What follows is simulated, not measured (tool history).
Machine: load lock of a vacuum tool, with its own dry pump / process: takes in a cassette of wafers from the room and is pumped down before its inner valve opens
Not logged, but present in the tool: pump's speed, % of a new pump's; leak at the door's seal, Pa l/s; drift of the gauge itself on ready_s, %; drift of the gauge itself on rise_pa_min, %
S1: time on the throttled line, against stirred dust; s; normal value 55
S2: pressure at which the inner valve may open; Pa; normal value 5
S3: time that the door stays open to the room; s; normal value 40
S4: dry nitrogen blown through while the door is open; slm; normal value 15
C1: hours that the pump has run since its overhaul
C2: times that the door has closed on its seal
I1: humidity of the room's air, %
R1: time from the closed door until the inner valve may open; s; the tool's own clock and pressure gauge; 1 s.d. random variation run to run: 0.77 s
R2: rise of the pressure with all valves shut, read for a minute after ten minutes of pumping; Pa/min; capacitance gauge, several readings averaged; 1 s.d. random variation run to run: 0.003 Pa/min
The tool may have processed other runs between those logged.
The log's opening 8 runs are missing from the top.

run	hour	S1	S2	S3	S4	C1	C2	I1	R1	R2
9	2130.7	55	5	40	22	8258	16482	44.0	125.6	0.131
10	2366.1	55	5	59	15	8494	17052	42.9	127.9	0.140
11	2596.0	55	5	59	15	8724	17609	44.6	126.5	0.148
12	2931.5	51	5	40	15	9059	18421	44.7	122.3	0.145
13	3264.1	55	5	40	15	9392	19227	47.7	128.5	0.159
14	3471.6	55	5	40	15	9599	19729	46.1	127.9	0.168
15	3640.6	55	5	40	15	9768	20138	46.6	128.2	0.163
16	3936.4	55	5	40	15	10064	20854	41.1	127.1	0.176
17	4197.7	55	5	40	5	10325	21487	46.8	129.2	0.193
18	4543.2	55	5	40	5	10671	22324	45.8	129.7	0.200
19	4779.3	55	5	40	15	10907	22895	43.2	129.0	0.203
20	5051.4	35	7	40	15	11179	23554	46.4	110.5	0.204
21	5317.4	55	5	157	15	11445	24198	44.2	129.9	0.228
22	5642.1	59	5	29	15	11770	24984	45.8	134.4	0.222
23	5992.8	59	5	29	7	12120	25834	47.3	132.2	0.247
24	6140.5	89	6	29	7	12268	26191	42.4	153.5	0.247
25	6494.0	46	6	29	7	12622	27047	44.5	122.5	0.257
26	6850.9	91	5	131	15	12978	27911	43.8	158.1	0.274
27	7188.4	91	5	131	15	13316	28729	45.5	160.4	0.286

What does the tool deliver on the next run?
28	7406.5	91	6	57	22	13534	29257	45.4	?	?

Run 28 yielded R1 159.1 s, R2 0.282 Pa/min.
With the hidden condition absent and the run-to-run variation left alone, this run would have shown R1 146.5 s, R2 0.016 Pa/min.
